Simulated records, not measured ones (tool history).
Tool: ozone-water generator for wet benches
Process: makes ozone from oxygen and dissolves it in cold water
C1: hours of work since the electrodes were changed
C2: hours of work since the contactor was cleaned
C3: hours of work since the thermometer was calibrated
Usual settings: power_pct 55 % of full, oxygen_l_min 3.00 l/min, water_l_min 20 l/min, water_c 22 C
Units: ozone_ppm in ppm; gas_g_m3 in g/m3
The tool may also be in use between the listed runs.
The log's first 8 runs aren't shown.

Run 9, hour 198.5: usual settings but oxygen_l_min 1.94 l/min; C1 323; C2 4451; C3 4388. Result: ozone_ppm 14.2 ppm, gas_g_m3 273.8 g/m3.
At hour 206.3: contactor cleaned.
Run 10, hour 236.7: usual settings but oxygen_l_min 1.94 l/min; C1 356; C2 30; C3 4421. Result: ozone_ppm 14.1 ppm, gas_g_m3 274.0 g/m3.
Run 11, hour 257.6: usual settings but power_pct 65 % of full; C1 376; C2 50; C3 4442. Result: ozone_ppm 17.3 ppm, gas_g_m3 249.7 g/m3.
Run 12, hour 276.9: usual settings but power_pct 66 % of full; C1 395; C2 69; C3 4460. Result: ozone_ppm 17.4 ppm, gas_g_m3 253.7 g/m3.
Run 13, hour 299.9: usual settings but water_l_min 17 l/min; C1 418; C2 91; C3 4483. Result: ozone_ppm 17.6 ppm, gas_g_m3 227.7 g/m3.
Run 14, hour 333.9: usual settings but water_l_min 17 l/min; C1 451; C2 125; C3 4516. Result: ozone_ppm 17.5 ppm, gas_g_m3 223.8 g/m3.
At hour 351.3: water thermometer calibrated.
Run 15, hour 359.9: usual settings but water_l_min 17 l/min; C1 476; C2 150; C3 8. Result: ozone_ppm 17.8 ppm, gas_g_m3 223.1 g/m3.
Run 16, hour 399.3: usual settings but water_l_min 17 l/min; C1 514; C2 188; C3 47. Result: ozone_ppm 18.0 ppm, gas_g_m3 225.7 g/m3.
Run 17, hour 437.6: usual settings but power_pct 47 % of full, oxygen_l_min 2.54 l/min; C1 552; C2 225; C3 84. Result: ozone_ppm 13.4 ppm, gas_g_m3 217.1 g/m3.
At hour 444.3: contactor cleaned, once more.
Run 18, hour 468.2: usual settings but power_pct 47 % of full, oxygen_l_min 2.54 l/min; C1 578; C2 23; C3 110. Result: ozone_ppm 14.6 ppm, gas_g_m3 218.6 g/m3.
Run 19, hour 509.2: usual settings but power_pct 47 % of full, oxygen_l_min 2.54 l/min; C1 618; C2 63; C3 150. Result: ozone_ppm 14.7 ppm, gas_g_m3 219.6 g/m3.
Run 20, hour 526.7: usual settings but power_pct 82 % of full, oxygen_l_min 1.55 l/min, water_l_min 13 l/min, water_c 16 C; C1 635; C2 80; C3 167. Result: ozone_ppm 27.2 ppm, gas_g_m3 384.5 g/m3.
Run 21, hour 547.8: usual settings but power_pct 51 % of full, oxygen_l_min 1.55 l/min, water_l_min 15 l/min, water_c 16 C; C1 655; C2 101; C3 188. Result: ozone_ppm 18.1 ppm, gas_g_m3 288.0 g/m3.
Run 22, hour 571.3: usual settings but power_pct 43 % of full, water_l_min 15 l/min; C1 678; C2 124; C3 211. Result: ozone_ppm 18.0 ppm, gas_g_m3 194.0 g/m3.
Run 23, hour 590.4: usual settings but power_pct 43 % of full, water_l_min 15 l/min; C1 697; C2 143; C3 230. Result: ozone_ppm 17.7 ppm, gas_g_m3 191.1 g/m3.
Run 24, hour 614.7: usual settings but power_pct 43 % of full, water_l_min 15 l/min; C1 721; C2 166; C3 253. Result: ozone_ppm 17.6 ppm, gas_g_m3 192.8 g/m3.
Run 25, hour 651.9: usual settings but power_pct 43 % of full, water_l_min 26 l/min; C1 757; C2 203; C3 290. Result: ozone_ppm 11.7 ppm, gas_g_m3 191.7 g/m3.
Run 26, hour 692.4: usual settings but power_pct 43 % of full, water_l_min 26 l/min; C1 797; C2 242; C3 329. Result: ozone_ppm 11.5 ppm, gas_g_m3 191.4 g/m3.
Run 27, hour 724.6: usual settings but power_pct 60 % of full, water_l_min 31 l/min, water_c 24 C; C1 828; C2 274; C3 361. Result: ozone_ppm 11.7 ppm, gas_g_m3 233.5 g/m3.
Run 28, hour 760.7: usual settings but oxygen_l_min 1.73 l/min, water_l_min 24 l/min, water_c 18 C; C1 864; C2 309; C3 396. Result: ozone_ppm 12.3 ppm, gas_g_m3 286.7 g/m3.
Run 29, hour 783.2: usual settings but oxygen_l_min 1.73 l/min, water_l_min 24 l/min, water_c 18 C; C1 886; C2 331; C3 418. Result: ozone_ppm 12.1 ppm, gas_g_m3 283.7 g/m3.
Run 30, hour 824.0: usual settings but oxygen_l_min 1.73 l/min, water_l_min 24 l/min, water_c 18 C; C1 925; C2 371; C3 458. Result: ozone_ppm 12.3 ppm, gas_g_m3 286.1 g/m3.

Run 31 comes next. What will it give?
Run 31, hour 848.2: usual settings but oxygen_l_min 4.79 l/min; C1 949; C2 395; C3 482. Result: ozone_ppm ?, gas_g_m3 ?.

{"run 31": {"ozone_ppm": 17.6, "gas_g_m3": 179.6}}
Without the tool's hidden state the same run would have given ozone_ppm 18.4 ppm, gas_g_m3 185.9 g/m3.
